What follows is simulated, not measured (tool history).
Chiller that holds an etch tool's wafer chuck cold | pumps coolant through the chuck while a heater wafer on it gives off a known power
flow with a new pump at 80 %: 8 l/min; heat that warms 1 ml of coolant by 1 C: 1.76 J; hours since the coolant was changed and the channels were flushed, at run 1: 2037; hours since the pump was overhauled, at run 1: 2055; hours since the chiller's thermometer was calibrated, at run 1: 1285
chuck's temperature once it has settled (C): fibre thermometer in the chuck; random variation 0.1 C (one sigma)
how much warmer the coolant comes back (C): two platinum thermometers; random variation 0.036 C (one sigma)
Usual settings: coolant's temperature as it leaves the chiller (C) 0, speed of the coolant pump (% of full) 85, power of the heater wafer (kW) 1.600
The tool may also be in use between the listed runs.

run	hour	coolant's temperature as it leaves the chiller (C)	speed of the coolant pump (% of full)	power of the heater wafer (kW)	hours since the coolant was changed and the channels were flushed	hours since the pump was overhauled	hours since the chiller's thermometer was calibrated	chuck's temperature once it has settled (C)	how much warmer the coolant comes back (C)
1	0.0	0	85	1.600	2037	2055	1285	14.1	6.76
2	42.0	0	85	1.600	2079	2097	1327	14.1	6.72
3	70.6	0	85	1.600	2107	2126	1356	14.1	6.68
4	111.4	0	85	1.600	2148	2167	1397	14.2	6.72
5	135.6	0	85	0.975	2172	2191	1421	8.8	4.08
6	168.5	0	85	0.975	2205	2224	1454	8.7	4.09
7	202.5	0	85	1.711	2239	2258	1488	15.0	7.17
8	240.4	-1	85	1.711	2277	2296	1526	14.3	7.20
9	285.5	-1	85	1.711	2322	2341	1571	14.1	7.19
10	313.1	-1	92	1.711	2350	2369	1598	13.5	6.66
# hour 317.4: chiller's thermometer calibrated
11	365.3	-6	99	1.711	2401	2420	48	7.6	6.08
12	415.4	-2	85	1.600	2451	2470	98	12.8	6.77
13	441.1	0	85	0.918	2477	2496	124	8.6	3.89
14	474.3	0	68	2.031	2510	2529	157	22.0	10.98
15	516.3	-2	91	0.866	2552	2571	199	5.6	3.38
16	560.9	-2	91	0.866	2597	2615	244	5.8	3.45
17	600.8	-4	91	2.136	2637	2655	283	14.3	8.38
# hour 616.3: chiller's thermometer calibrated, once more
18	640.4	1	67	1.600	2675	2694	24	18.3	8.81

Measured less the same run without the tool's hidden state. The same run-to-run variation is in both; the gauge's scatter may not be:
The hidden state here: heat passed by the chuck's channels, % of clean ones'; flow at a given pump speed, % of a new pump's; coolant's true temperature over the reading, C; drift of the gauge itself on chuck_c, C; drift of the gauge itself on warmer_back_c, C.
run	chuck's temperature once it has settled (C)	how much warmer the coolant comes back (C)
1	+1.3	+0.33
2	+1.3	+0.33
3	+1.3	+0.34
4	+1.3	+0.34
5	+0.9	+0.21
6	+1.0	+0.22
7	+1.5	+0.38
8	+1.6	+0.39
9	+1.6	+0.39
10	+1.5	+0.37
11	+1.6	+0.35
12	+1.7	+0.39
13	+1.2	+0.23
14	+2.4	+0.64
15	+1.1	+0.20
16	+1.2	+0.20
17	+2.2	+0.51
18	+1.8	+0.55

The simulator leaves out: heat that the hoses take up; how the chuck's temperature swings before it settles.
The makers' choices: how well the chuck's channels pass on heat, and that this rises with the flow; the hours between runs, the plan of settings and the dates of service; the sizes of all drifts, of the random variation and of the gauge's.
